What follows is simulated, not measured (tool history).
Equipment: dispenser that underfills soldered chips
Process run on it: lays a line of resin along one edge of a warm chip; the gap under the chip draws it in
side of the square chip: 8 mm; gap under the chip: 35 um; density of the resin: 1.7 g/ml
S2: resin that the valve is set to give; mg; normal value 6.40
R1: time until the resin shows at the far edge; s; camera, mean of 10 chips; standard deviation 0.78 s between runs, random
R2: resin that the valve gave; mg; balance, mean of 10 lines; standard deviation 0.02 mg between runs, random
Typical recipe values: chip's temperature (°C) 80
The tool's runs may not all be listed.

{"run": 1, "hour": 0.0, "chip's temperature (°C)": 80, "S2": 6.4, "R1": 76.5, "R2": 6.37}
{"run": 2, "hour": 9.2, "chip's temperature (°C)": 80, "S2": 6.4, "R1": 102.0, "R2": 6.34}
{"run": 3, "hour": 17.1, "chip's temperature (°C)": 95, "S2": 6.4, "R1": 51.3, "R2": 6.36}
{"run": 4, "hour": 27.1, "chip's temperature (°C)": 94, "S2": 6.4, "R1": 49.5, "R2": 6.32}
{"run": 5, "hour": 36.4, "chip's temperature (°C)": 94, "S2": 6.4, "R1": 66.7, "R2": 6.31}
{"run": 6, "hour": 46.6, "chip's temperature (°C)": 70, "S2": 6.4, "R1": 145.7, "R2": 6.31}
{"run": 7, "hour": 58.3, "chip's temperature (°C)": 70, "S2": 6.4, "R1": 134.9, "R2": 6.35}
{"run": 8, "hour": 70.1, "chip's temperature (°C)": 70, "S2": 6.4, "R1": 126.3, "R2": 6.4}
{"run": 9, "hour": 80.9, "chip's temperature (°C)": 80, "S2": 6.4, "R1": 83.6, "R2": 6.32}
{"run": 10, "hour": 87.3, "chip's temperature (°C)": 87, "S2": 7.2, "R1": 78.3, "R2": 7.13}
{"run": 11, "hour": 94.0, "chip's temperature (°C)": 77, "S2": 5.73, "R1": 95.5, "R2": 5.66}
{"run": 12, "hour": 104.4, "chip's temperature (°C)": 81, "S2": 5.59, "R1": 76.8, "R2": 5.48}
{"run": 13, "hour": 114.0, "chip's temperature (°C)": 71, "S2": 5.77, "R1": 154.1, "R2": 5.72}
{"run": 14, "hour": 125.5, "chip's temperature (°C)": 80, "S2": 6.87, "R1": 102.6, "R2": 6.75}
{"run": 15, "hour": 137.0, "chip's temperature (°C)": 75, "S2": 6.49, "R1": 116.3, "R2": 6.35}
{"run": 16, "hour": 150.0, "chip's temperature (°C)": 94, "S2": 7.61, "R1": 55.9, "R2": 7.59}
{"run": 17, "hour": 162.7, "chip's temperature (°C)": 87, "S2": 7.84, "R1": 73.4, "R2": 7.8}
{"run": 18, "hour": 170.7, "chip's temperature (°C)": 83, "S2": 5.65, "R1": 73.8, "R2": 5.65}

The log once held 15 entries between its listed runs, left out of this copy. Where does each go, and what is different about the tool's unlogged condition between the listed run before it and the listed run after it?
Between runs 2 and 3: new syringe of resin (hour 12.4)
  resin's viscosity, % of fresh resin's: 139.3 -> 117.1; dose that the valve gives, % of what is set: 99.31 -> 99.11; true chip temperature over the reading, C: -0.48 -> -0.49
  what was measured, less what the result would be without the hidden state, R1: +30.2 -> +8.2 s; R2: -0.04 -> -0.06 mg
Between runs 3 and 4: new syringe of resin (hour 25.0)
  resin's viscosity, % of fresh resin's: 117.1 -> 108.6; dose that the valve gives, % of what is set: 99.11 -> 98.85; true chip temperature over the reading, C: -0.49 -> -0.5
  what was measured, less what the result would be without the hidden state, R1: +8.2 -> +4.7 s; R2: -0.06 -> -0.07 mg
Between runs 5 and 6: new syringe of resin (hour 37.8)
  resin's viscosity, % of fresh resin's: 146.9 -> 132.5; dose that the valve gives, % of what is set: 98.6 -> 98.34; true chip temperature over the reading, C: -0.51 -> -0.53
  what was measured, less what the result would be without the hidden state, R1: +22.2 -> +38.2 s; R2: -0.09 -> -0.11 mg
Between runs 6 and 7: new syringe of resin (hour 50.7); dispensing valve cleaned and set on the balance (hour 57.1)
  resin's viscosity, % of fresh resin's: 132.5 -> 125.2; dose that the valve gives, % of what is set: 98.34 -> 99.8; true chip temperature over the reading, C: -0.53 -> -0.55
  what was measured, less what the result would be without the hidden state, R1: +38.2 -> +29.5 s; R2: -0.11 -> -0.01 mg
Between runs 7 and 8: new syringe of resin (hour 64.7)
  resin's viscosity, % of fresh resin's: 125.2 -> 117.6; dose that the valve gives, % of what is set: 99.8 -> 99.49; true chip temperature over the reading, C: -0.55 -> -0.56
  what was measured, less what the result would be without the hidden state, R1: +29.5 -> +21.3 s; R2: -0.01 -> -0.04 mg
Between runs 8 and 9: new syringe of resin (hour 77.2)
  resin's viscosity, % of fresh resin's: 117.6 -> 112.3; dose that the valve gives, % of what is set: 99.49 -> 99.22; true chip temperature over the reading, C: -0.56 -> -0.58
  what was measured, less what the result would be without the hidden state, R1: +21.3 -> +10.8 s; R2: -0.04 -> -0.05 mg
Between runs 10 and 11: new syringe of resin (hour 89.8)
  resin's viscosity, % of fresh resin's: 138.7 -> 111.6; dose that the valve gives, % of what is set: 99.05 -> 98.89; true chip temperature over the reading, C: -0.59 -> -0.6
  what was measured, less what the result would be without the hidden state, R1: +23.1 -> +11.9 s; R2: -0.07 -> -0.06 mg
Between runs 11 and 12: new syringe of resin (hour 102.9)
  resin's viscosity, % of fresh resin's: 111.6 -> 105.6; dose that the valve gives, % of what is set: 98.89 -> 98.64; true chip temperature over the reading, C: -0.6 -> -0.61
  what was measured, less what the result would be without the hidden state, R1: +11.9 -> +5.8 s; R2: -0.06 -> -0.08 mg
Between runs 13 and 14: new syringe of resin (hour 116.2)
  resin's viscosity, % of fresh resin's: 144.3 -> 137.1; dose that the valve gives, % of what is set: 98.4 -> 98.09; true chip temperature over the reading, C: -0.62 -> -0.64
  what was measured, less what the result would be without the hidden state, R1: +50.0 -> +29.6 s; R2: -0.09 -> -0.13 mg
Between runs 14 and 15: new syringe of resin (hour 128.9)
  resin's viscosity, % of fresh resin's: 137.1 -> 130.4; dose that the valve gives, % of what is set: 98.09 -> 97.8; true chip temperature over the reading, C: -0.64 -> -0.65
  what was measured, less what the result would be without the hidden state, R1: +29.6 -> +29.5 s; R2: -0.13 -> -0.14 mg
Between runs 15 and 16: new syringe of resin (hour 142.1); dispensing valve cleaned and set on the balance (hour 149.5)
  resin's viscosity, % of fresh resin's: 130.4 -> 124.9; dose that the valve gives, % of what is set: 97.8 -> 99.92; true chip temperature over the reading, C: -0.65 -> -0.67
  what was measured, less what the result would be without the hidden state, R1: +29.5 -> +12.1 s; R2: -0.14 -> -0.01 mg
Between runs 16 and 17: new syringe of resin (hour 156.1)
  resin's viscosity, % of fresh resin's: 124.9 -> 125.2; dose that the valve gives, % of what is set: 99.92 -> 99.58; true chip temperature over the reading, C: -0.67 -> -0.69
  what was measured, less what the result would be without the hidden state, R1: +12.1 -> +16.2 s; R2: -0.01 -> -0.03 mg
Between runs 17 and 18: new syringe of resin (hour 168.7)
  resin's viscosity, % of fresh resin's: 125.2 -> 109.2; dose that the valve gives, % of what is set: 99.58 -> 99.4; true chip temperature over the reading, C: -0.69 -> -0.7
  what was measured, less what the result would be without the hidden state, R1: +16.2 -> +7.9 s; R2: -0.03 -> -0.03 mg

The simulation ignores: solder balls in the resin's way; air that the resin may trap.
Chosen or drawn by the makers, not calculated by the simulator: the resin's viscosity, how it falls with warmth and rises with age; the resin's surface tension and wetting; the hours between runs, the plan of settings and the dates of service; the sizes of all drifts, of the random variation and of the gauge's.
